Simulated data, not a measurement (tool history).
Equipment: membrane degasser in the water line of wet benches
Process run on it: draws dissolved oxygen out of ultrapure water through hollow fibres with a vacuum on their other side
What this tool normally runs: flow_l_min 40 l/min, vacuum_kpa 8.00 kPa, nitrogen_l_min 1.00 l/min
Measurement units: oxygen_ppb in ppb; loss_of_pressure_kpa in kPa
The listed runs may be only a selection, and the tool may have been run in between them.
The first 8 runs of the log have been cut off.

{"run": 9, "hour": 464.7, "flow_l_min": 40, "vacuum_kpa": 8.0, "nitrogen_l_min": 2.31, "oxygen_ppb": 350.8, "loss_of_pressure_kpa": 64.83}
{"run": 10, "hour": 511.0, "flow_l_min": 40, "vacuum_kpa": 8.0, "nitrogen_l_min": 2.31, "oxygen_ppb": 351.0, "loss_of_pressure_kpa": 64.91}
{"run": 11, "hour": 560.2, "flow_l_min": 40, "vacuum_kpa": 8.0, "nitrogen_l_min": 2.31, "oxygen_ppb": 352.1, "loss_of_pressure_kpa": 65.3}
{"run": 12, "hour": 618.6, "flow_l_min": 40, "vacuum_kpa": 8.0, "nitrogen_l_min": 2.31, "oxygen_ppb": 349.5, "loss_of_pressure_kpa": 65.15}
{"run": 13, "hour": 671.7, "flow_l_min": 40, "vacuum_kpa": 8.0, "nitrogen_l_min": 2.31, "oxygen_ppb": 352.8, "loss_of_pressure_kpa": 64.9}
{"run": 14, "hour": 756.5, "flow_l_min": 40, "vacuum_kpa": 8.0, "nitrogen_l_min": 1.5, "oxygen_ppb": 432.1, "loss_of_pressure_kpa": 64.82}
{"run": 15, "hour": 844.4, "flow_l_min": 40, "vacuum_kpa": 8.0, "nitrogen_l_min": 1.0, "oxygen_ppb": 534.1, "loss_of_pressure_kpa": 65.24}
{"run": 16, "hour": 928.1, "flow_l_min": 40, "vacuum_kpa": 8.0, "nitrogen_l_min": 1.0, "oxygen_ppb": 535.1, "loss_of_pressure_kpa": 65.19}
{"run": 17, "hour": 1013.1, "flow_l_min": 43, "vacuum_kpa": 8.0, "nitrogen_l_min": 1.56, "oxygen_ppb": 478.7, "loss_of_pressure_kpa": 69.94}
{"run": 18, "hour": 1051.8, "flow_l_min": 43, "vacuum_kpa": 8.0, "nitrogen_l_min": 1.56, "oxygen_ppb": 473.5, "loss_of_pressure_kpa": 69.89}
{"run": 19, "hour": 1124.3, "flow_l_min": 49, "vacuum_kpa": 10.98, "nitrogen_l_min": 1.0, "oxygen_ppb": 940.1, "loss_of_pressure_kpa": 79.85}
{"run": 20, "hour": 1205.0, "flow_l_min": 28, "vacuum_kpa": 5.87, "nitrogen_l_min": 0.75, "oxygen_ppb": 259.2, "loss_of_pressure_kpa": 45.44}
{"run": 21, "hour": 1297.0, "flow_l_min": 37, "vacuum_kpa": 12.72, "nitrogen_l_min": 1.18, "oxygen_ppb": 713.6, "loss_of_pressure_kpa": 60.39}
{"run": 22, "hour": 1349.6, "flow_l_min": 37, "vacuum_kpa": 12.72, "nitrogen_l_min": 1.18, "oxygen_ppb": 717.6, "loss_of_pressure_kpa": 59.78}
{"run": 23, "hour": 1430.6, "flow_l_min": 37, "vacuum_kpa": 5.15, "nitrogen_l_min": 0.81, "oxygen_ppb": 310.9, "loss_of_pressure_kpa": 60.17}
{"run": 24, "hour": 1497.1, "flow_l_min": 37, "vacuum_kpa": 5.15, "nitrogen_l_min": 0.81, "oxygen_ppb": 314.4, "loss_of_pressure_kpa": 60.01}
{"run": 25, "hour": 1553.9, "flow_l_min": 38, "vacuum_kpa": 19.37, "nitrogen_l_min": 1.21, "oxygen_ppb": 1076.0, "loss_of_pressure_kpa": 61.99}
{"run": 26, "hour": 1592.9, "flow_l_min": 30, "vacuum_kpa": 8.0, "nitrogen_l_min": 1.0, "oxygen_ppb": 369.7, "loss_of_pressure_kpa": 48.7}
{"run": 27, "hour": 1651.1, "flow_l_min": 26, "vacuum_kpa": 5.76, "nitrogen_l_min": 0.92, "oxygen_ppb": 202.2, "loss_of_pressure_kpa": 42.58}
{"run": 28, "hour": 1728.6, "flow_l_min": 64, "vacuum_kpa": 8.0, "nitrogen_l_min": 1.0, "oxygen_ppb": 975.8, "loss_of_pressure_kpa": 104.19}
{"run": 29, "hour": 1799.6, "flow_l_min": 40, "vacuum_kpa": 13.27, "nitrogen_l_min": 0.66, "oxygen_ppb": 1157.2, "loss_of_pressure_kpa": 65.0}
{"run": 30, "hour": 1865.5, "flow_l_min": 40, "vacuum_kpa": 13.27, "nitrogen_l_min": 0.66, "oxygen_ppb": 1152.9, "loss_of_pressure_kpa": 65.18}
{"run": 31, "hour": 1932.7, "flow_l_min": 40, "vacuum_kpa": 15.93, "nitrogen_l_min": 1.43, "oxygen_ppb": 858.4, "loss_of_pressure_kpa": 64.98}
{"run": 32, "hour": 2020.9, "flow_l_min": 40, "vacuum_kpa": 9.47, "nitrogen_l_min": 1.02, "oxygen_ppb": 637.4, "loss_of_pressure_kpa": 64.94}

Predict each of these 3 candidate next runs independently; none follows another, all start after run 32:
{"run": "A", "hour": 2112.0, "flow_l_min": 40, "vacuum_kpa": 6.57, "nitrogen_l_min": 1.02, "oxygen_ppb": "?", "loss_of_pressure_kpa": "?"}
{"run": "B", "hour": 2112.0, "flow_l_min": 40, "vacuum_kpa": 9.47, "nitrogen_l_min": 0.79, "oxygen_ppb": "?", "loss_of_pressure_kpa": "?"}
{"run": "C", "hour": 2112.0, "flow_l_min": 40, "vacuum_kpa": 9.23, "nitrogen_l_min": 0.46, "oxygen_ppb": "?", "loss_of_pressure_kpa": "?"}

run=A oxygen_ppb=427.5 loss_of_pressure_kpa=65.08
run=B oxygen_ppb=740.1 loss_of_pressure_kpa=65.13
run=C oxygen_ppb=948.0 loss_of_pressure_kpa=65.02
What these runs would have given with no unlogged condition in the tool:
run=A oxygen_ppb=414.6 loss_of_pressure_kpa=64.45
run=B oxygen_ppb=726.7 loss_of_pressure_kpa=64.50
run=C oxygen_ppb=933.1 loss_of_pressure_kpa=64.40

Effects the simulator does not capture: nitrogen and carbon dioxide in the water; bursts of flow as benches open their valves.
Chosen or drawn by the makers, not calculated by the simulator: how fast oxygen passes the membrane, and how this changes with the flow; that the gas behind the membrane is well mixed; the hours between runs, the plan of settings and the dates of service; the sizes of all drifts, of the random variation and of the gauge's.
